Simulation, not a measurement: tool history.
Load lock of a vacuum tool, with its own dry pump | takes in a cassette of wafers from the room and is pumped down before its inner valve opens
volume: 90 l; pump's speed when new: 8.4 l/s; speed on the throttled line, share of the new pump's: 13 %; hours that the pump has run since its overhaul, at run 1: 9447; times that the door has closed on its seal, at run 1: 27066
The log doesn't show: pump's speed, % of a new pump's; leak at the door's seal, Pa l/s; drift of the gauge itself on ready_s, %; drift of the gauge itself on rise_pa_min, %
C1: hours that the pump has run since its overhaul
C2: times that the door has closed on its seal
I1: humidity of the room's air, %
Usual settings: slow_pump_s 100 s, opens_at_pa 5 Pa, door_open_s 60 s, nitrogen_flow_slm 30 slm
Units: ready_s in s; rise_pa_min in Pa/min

Run 1, hour 0.0: usual settings; C1 9447; C2 27066; I1 46.5. Result: ready_s 217.7 s, rise_pa_min 0.143 Pa/min.
Run 2, hour 81.1: usual settings; C1 9528; C2 27438; I1 46.0. Result: ready_s 217.9 s, rise_pa_min 0.143 Pa/min.
Run 3, hour 187.3: usual settings; C1 9634; C2 27925; I1 44.9. Result: ready_s 220.2 s, rise_pa_min 0.148 Pa/min.
Run 4, hour 343.5: usual settings but slow_pump_s 72 s; C1 9790; C2 28641; I1 44.5. Result: ready_s 194.9 s, rise_pa_min 0.150 Pa/min.
Run 5, hour 465.2: usual settings but slow_pump_s 72 s; C1 9912; C2 29200; I1 42.6. Result: ready_s 195.7 s, rise_pa_min 0.149 Pa/min.
Run 6, hour 551.5: usual settings but slow_pump_s 72 s; C1 9998; C2 29595; I1 44.0. Result: ready_s 195.7 s, rise_pa_min 0.164 Pa/min.
Run 7, hour 687.6: usual settings but slow_pump_s 72 s; C1 10134; C2 30219; I1 45.9. Result: ready_s 196.4 s, rise_pa_min 0.163 Pa/min.
Run 8, hour 846.7: usual settings; C1 10294; C2 30949; I1 45.9. Result: ready_s 221.7 s, rise_pa_min 0.167 Pa/min.
Run 9, hour 1012.3: usual settings; C1 10459; C2 31708; I1 43.3. Result: ready_s 219.8 s, rise_pa_min 0.173 Pa/min.
Run 10, hour 1192.1: usual settings but slow_pump_s 161 s; C1 10639; C2 32533; I1 43.7. Result: ready_s 273.3 s, rise_pa_min 0.185 Pa/min.
Run 11, hour 1377.2: usual settings but nitrogen_flow_slm 41 slm; C1 10824; C2 33381; I1 46.0. Result: ready_s 221.5 s, rise_pa_min 0.186 Pa/min.
Run 12, hour 1510.1: usual settings but nitrogen_flow_slm 41 slm; C1 10957; C2 33991; I1 45.2. Result: ready_s 221.8 s, rise_pa_min 0.193 Pa/min.
Run 13, hour 1662.7: usual settings but nitrogen_flow_slm 41 slm; C1 11110; C2 34691; I1 39.0. Result: ready_s 224.1 s, rise_pa_min 0.196 Pa/min.
Run 14, hour 1810.3: usual settings but nitrogen_flow_slm 7 slm; C1 11257; C2 35367; I1 42.3. Result: ready_s 221.9 s, rise_pa_min 0.219 Pa/min.
Run 15, hour 1990.6: usual settings but nitrogen_flow_slm 7 slm; C1 11438; C2 36194; I1 42.6. Result: ready_s 224.4 s, rise_pa_min 0.223 Pa/min.
Run 16, hour 2109.5: usual settings but slow_pump_s 83 s, door_open_s 174 s; C1 11556; C2 36739; I1 44.3. Result: ready_s 210.7 s, rise_pa_min 0.229 Pa/min.
Run 17, hour 2229.6: usual settings but opens_at_pa 8 Pa, nitrogen_flow_slm 7 slm; C1 11676; C2 37290; I1 48.4. Result: ready_s 215.7 s, rise_pa_min 0.235 Pa/min.
Run 18, hour 2364.6: usual settings but opens_at_pa 8 Pa, nitrogen_flow_slm 7 slm; C1 11812; C2 37909; I1 44.5. Result: ready_s 219.1 s, rise_pa_min 0.240 Pa/min.
Run 19, hour 2531.3: usual settings but slow_pump_s 90 s, opens_at_pa 9 Pa; C1 11978; C2 38674; I1 44.6. Result: ready_s 208.1 s, rise_pa_min 0.238 Pa/min.
Run 20, hour 2617.3: usual settings but slow_pump_s 90 s, opens_at_pa 7 Pa, nitrogen_flow_slm 5 slm; C1 12064; C2 39068; I1 46.0. Result: ready_s 212.5 s, rise_pa_min 0.256 Pa/min.
Run 21, hour 2758.7: usual settings but slow_pump_s 90 s, opens_at_pa 7 Pa, nitrogen_flow_slm 5 slm; C1 12206; C2 39716; I1 46.3. Result: ready_s 212.0 s, rise_pa_min 0.263 Pa/min.
At hour 2827.6: dry pump taken out, an overhauled one fitted.
Run 22, hour 2850.7: usual settings but slow_pump_s 124 s, opens_at_pa 7 Pa, nitrogen_flow_slm 5 slm; C1 23; C2 40111; I1 42.2. Result: ready_s 214.0 s, rise_pa_min 0.260 Pa/min.
Run 23, hour 3029.4: usual settings but slow_pump_s 164 s, door_open_s 31 s; C1 202; C2 40930; I1 42.7. Result: ready_s 252.1 s, rise_pa_min 0.261 Pa/min.
Run 24, hour 3161.0: usual settings but slow_pump_s 164 s, door_open_s 31 s; C1 333; C2 41533; I1 43.6. Result: ready_s 251.6 s, rise_pa_min 0.266 Pa/min.
Run 25, hour 3270.6: usual settings but slow_pump_s 164 s, door_open_s 31 s; C1 443; C2 42036; I1 40.5. Result: ready_s 253.1 s, rise_pa_min 0.275 Pa/min.
Run 26, hour 3359.2: usual settings but slow_pump_s 172 s, door_open_s 80 s; C1 532; C2 42442; I1 45.3. Result: ready_s 259.0 s, rise_pa_min 0.287 Pa/min.
Run 27, hour 3452.2: usual settings but slow_pump_s 97 s, door_open_s 87 s, nitrogen_flow_slm 36 slm; C1 625; C2 42869; I1 43.0. Result: ready_s 193.6 s, rise_pa_min 0.284 Pa/min.
Run 28, hour 3536.0: usual settings but slow_pump_s 85 s, door_open_s 98 s, nitrogen_flow_slm 13 slm; C1 708; C2 43253; I1 42.9. Result: ready_s 181.5 s, rise_pa_min 0.298 Pa/min.
Run 29, hour 3691.9: usual settings but slow_pump_s 85 s, door_open_s 98 s, nitrogen_flow_slm 13 slm; C1 864; C2 43968; I1 43.7. Result: ready_s 182.9 s, rise_pa_min 0.314 Pa/min.
Run 30, hour 3872.2: usual settings but nitrogen_flow_slm 9 slm; C1 1045; C2 44795; I1 44.4. Result: ready_s 196.4 s, rise_pa_min 0.311 Pa/min.

Hidden state at the last listed run before each entry between runs and at the first one after, where it differs:
Between runs 21 and 22: dry pump taken out, an overhauled one fitted (hour 2827.6)
  pump's speed, % of a new pump's: 75.7 -> 100.2; leak at the door's seal, Pa l/s: 0.3685 -> 0.3738
  measured less the result without the state, ready_s: +30.1 -> +0.1 s; rise_pa_min: +0.245 -> +0.247 Pa/min
